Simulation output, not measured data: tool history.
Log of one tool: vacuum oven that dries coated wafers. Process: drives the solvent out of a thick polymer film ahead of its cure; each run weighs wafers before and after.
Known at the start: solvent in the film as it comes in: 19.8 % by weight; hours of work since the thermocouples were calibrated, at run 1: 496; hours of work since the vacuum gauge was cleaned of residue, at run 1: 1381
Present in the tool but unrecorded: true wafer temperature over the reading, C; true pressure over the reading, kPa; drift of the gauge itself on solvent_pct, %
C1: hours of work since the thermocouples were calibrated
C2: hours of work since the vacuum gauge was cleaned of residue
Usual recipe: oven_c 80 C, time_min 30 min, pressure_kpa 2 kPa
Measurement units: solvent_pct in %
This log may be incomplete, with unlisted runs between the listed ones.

Run 1, hour 0: usual settings; C1 496; C2 1381. Result: solvent_pct 2.88 %.
Run 2, hour 34.8: usual settings; C1 515; C2 1401. Result: solvent_pct 2.95 %.
Run 3, hour 92.1: usual settings; C1 547; C2 1433. Result: solvent_pct 2.87 %.
Run 4, hour 167.1: usual settings; C1 589; C2 1475. Result: solvent_pct 2.82 %.
Run 5, hour 226.7: usual settings; C1 622; C2 1508. Result: solvent_pct 2.88 %.
Run 6, hour 273.8: usual settings but oven_c 66 C; C1 648; C2 1534. Result: solvent_pct 7.47 %.
Run 7, hour 307.9: usual settings but pressure_kpa 4.51 kPa; C1 667; C2 1553. Result: solvent_pct 5.15 %.
Run 8, hour 352.4: usual settings; C1 692; C2 1578. Result: solvent_pct 2.92 %.
Run 9, hour 420.1: usual settings; C1 730; C2 1616. Result: solvent_pct 2.96 %.
Run 10, hour 453.1: usual settings; C1 748; C2 1634. Result: solvent_pct 2.84 %.
Run 11, hour 504.2: usual settings but oven_c 93 C, time_min 47 min, pressure_kpa 2.18 kPa; C1 777; C2 1662. Result: solvent_pct 1.16 %.
Run 12, hour 548: usual settings but oven_c 93 C, time_min 47 min, pressure_kpa 2.18 kPa; C1 801; C2 1687. Result: solvent_pct 1.29 %.
Run 13, hour 581.8: usual settings but oven_c 67 C, time_min 15 min, pressure_kpa 7.56 kPa; C1 820; C2 1706. Result: solvent_pct 15.65 %.
Run 14, hour 647.4: usual settings but oven_c 73 C, time_min 22 min, pressure_kpa 5.58 kPa; C1 857; C2 1742. Result: solvent_pct 10.06 %.
Run 15, hour 699.2: usual settings but oven_c 75 C, time_min 36 min, pressure_kpa 3.23 kPa; C1 885; C2 1771. Result: solvent_pct 4.83 %.
Run 16, hour 771.2: usual settings but time_min 50 min; C1 925; C2 1811. Result: solvent_pct 2.03 %.
Run 17, hour 815.2: usual settings but time_min 50 min; C1 950; C2 1836. Result: solvent_pct 2.03 %.
Run 18, hour 866.1: usual settings but time_min 50 min; C1 978; C2 1864. Result: solvent_pct 2.25 %.
Run 19, hour 924.8: usual settings but oven_c 70 C, time_min 25 min, pressure_kpa 1.41 kPa; C1 1011; C2 1897. Result: solvent_pct 6.2 %.
At hour 937.1: vacuum gauge cleaned of residue and calibrated.
Run 20, hour 967.9: usual settings but oven_c 86 C, pressure_kpa 6.92 kPa; C1 1034; C2 17. Result: solvent_pct 5.56 %.

For each entry between runs, how does the tool's hidden state at the last listed run before it compare with that at the first listed run after it?
Logged between run 19 and run 20: vacuum gauge cleaned of residue and calibrated (hour 937.1)
  true pressure over the reading, kPa: 0.024 -> 0
